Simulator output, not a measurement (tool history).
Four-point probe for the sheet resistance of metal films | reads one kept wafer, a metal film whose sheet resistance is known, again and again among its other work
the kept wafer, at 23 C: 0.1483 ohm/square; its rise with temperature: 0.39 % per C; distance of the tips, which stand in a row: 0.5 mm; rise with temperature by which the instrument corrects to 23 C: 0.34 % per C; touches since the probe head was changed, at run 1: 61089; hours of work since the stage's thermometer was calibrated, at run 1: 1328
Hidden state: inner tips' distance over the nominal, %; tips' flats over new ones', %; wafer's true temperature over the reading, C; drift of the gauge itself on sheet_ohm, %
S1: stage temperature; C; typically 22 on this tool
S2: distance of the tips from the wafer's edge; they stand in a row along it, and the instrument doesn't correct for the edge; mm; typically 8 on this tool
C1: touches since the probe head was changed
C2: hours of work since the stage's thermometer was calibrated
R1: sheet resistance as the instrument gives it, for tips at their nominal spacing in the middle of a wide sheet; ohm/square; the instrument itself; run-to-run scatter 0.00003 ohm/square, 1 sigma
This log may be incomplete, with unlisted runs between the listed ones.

run,hour,S1,S2,C1,C2,R1
1,0.0,22,8,61089,1328,0.148058
2,28.0,22,8,62459,1343,0.148096
3,49.9,22,42,63529,1355,0.147831
4,76.4,23,8,64830,1369,0.148159
5,107.0,23,8,66327,1386,0.148199
6,124.1,23,8,67165,1395,0.148245
7,147.3,22,26,68297,1408,0.147844
8,160.1,22,26,68925,1415,0.147832
9,176.2,22,26,69712,1424,0.147895
10,189.3,22,11,70353,1431,0.147946
11,211.1,22,8,71419,1443,0.148105
12,232.3,22,8,72459,1454,0.148142
13,259.0,22,48,73766,1469,0.147791
14,284.4,22,48,75006,1482,0.147891
15,312.6,22,48,76388,1498,0.147833
# hour 337.7: stage's thermometer calibrated
16,339.0,22,48,77654,1,0.147657
17,369.4,34,62,79141,17,0.148617
18,398.4,22,4,80562,33,0.148956
19,425.2,31,6,81875,48,0.148983
20,447.8,31,6,82978,60,0.149008
21,476.4,20,7,84380,75,0.147980
22,496.2,20,13,85347,86,0.147770
23,519.8,30,5,86504,99,0.149211
24,540.1,30,5,87499,110,0.149107
25,555.4,28,12,88243,118,0.148394
26,586.8,26,25,89779,136,0.148087
27,602.5,22,51,90552,144,0.147805
28,620.3,31,52,91423,154,0.148485
29,635.1,19,52,92147,162,0.147575

Predict each of these 4 candidate next runs independently; none follows another, all start after run 29:
A,648.6,27,7,92808,169,?
B,648.6,31,9,92808,169,?
C,648.6,22,59,92808,169,?
D,648.6,23,8,92808,169,?

run,R1
A,0.148653
B,0.148677
C,0.147767
D,0.148254
With the hidden condition removed and each run's random variation left untouched, the same runs would have given:
run,R1
A,0.149090
B,0.149114
C,0.148201
D,0.148689

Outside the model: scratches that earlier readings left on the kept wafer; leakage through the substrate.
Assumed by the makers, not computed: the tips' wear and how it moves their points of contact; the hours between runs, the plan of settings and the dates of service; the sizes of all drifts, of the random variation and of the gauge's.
